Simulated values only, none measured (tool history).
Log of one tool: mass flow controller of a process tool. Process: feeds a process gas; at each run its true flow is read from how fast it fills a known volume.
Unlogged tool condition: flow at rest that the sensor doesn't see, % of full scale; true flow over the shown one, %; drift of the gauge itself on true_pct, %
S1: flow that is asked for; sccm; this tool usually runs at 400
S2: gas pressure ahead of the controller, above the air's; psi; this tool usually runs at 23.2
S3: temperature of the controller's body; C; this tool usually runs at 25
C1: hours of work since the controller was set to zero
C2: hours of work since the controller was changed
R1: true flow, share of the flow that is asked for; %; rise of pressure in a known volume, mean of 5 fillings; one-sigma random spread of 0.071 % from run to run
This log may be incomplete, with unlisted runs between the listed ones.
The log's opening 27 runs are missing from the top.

run     hour   S1    S2  S3    C1    C2      R1
 28   6166.8  188  32.3  25   770  8048  102.84
 29   6429.6   92  23.2  25   886  8164  102.64
 30   6632.8  141  23.8  23   976  8254  102.58
      6839.9  -- controller exchanged for a calibrated one
 31   6846.9  400  39.6  25     3     3   99.27
 32   7110.2  386    26  25   119   119   99.32
 33   7336.9  224  23.2  25   219   219   98.96
 34   7546.8  128  31.9  36   312   312   99.69
 35   7870.2  128  31.9  36   455   455   99.67
 36   8016.9  128  31.9  36   520   520   99.78
 37     8291  128  31.9  36   641   641     100
 38   8594.3  128  31.9  36   774   774   99.94
 39   8897.7  400  23.2  26   908   908   99.94
 40     9118  400  23.2  26  1006  1006  100.04
 41   9363.4  165  30.2  26  1114  1114   99.49
 42   9542.1  468  35.2  35  1193  1193  101.04
 43   9709.8  257  27.3  32  1267  1267  100.19
 44   9913.7  360  27.1  25  1357  1357  100.06
 45  10075.5  366  27.1  39  1428  1428  101.36
 46  10345.1  366  27.1  39  1547  1547  101.43
 47    10612  366  27.1  39  1665  1665  101.53

Each row is a separate what-if for the run after 47, all from the same tool condition, not one after another. Results?
  A  10869.4  238  23.2  28  1779  1779   ?
  B  10869.4  366  29.4  28  1779  1779   ?
  C  10869.4  331  28.9  22  1779  1779   ?
  D  10869.4  128  27.1  39  1779  1779   ?
  E  10869.4  159  27.1  33  1779  1779   ?

run      R1
  A  100.31
  B  100.46
  C   99.92
  D  100.95
  E   100.4
Without the tool's unlogged condition, the same runs would have read:
run     R1
  A  99.53
  B  99.76
  C   99.2
  D  99.98
  E  99.51
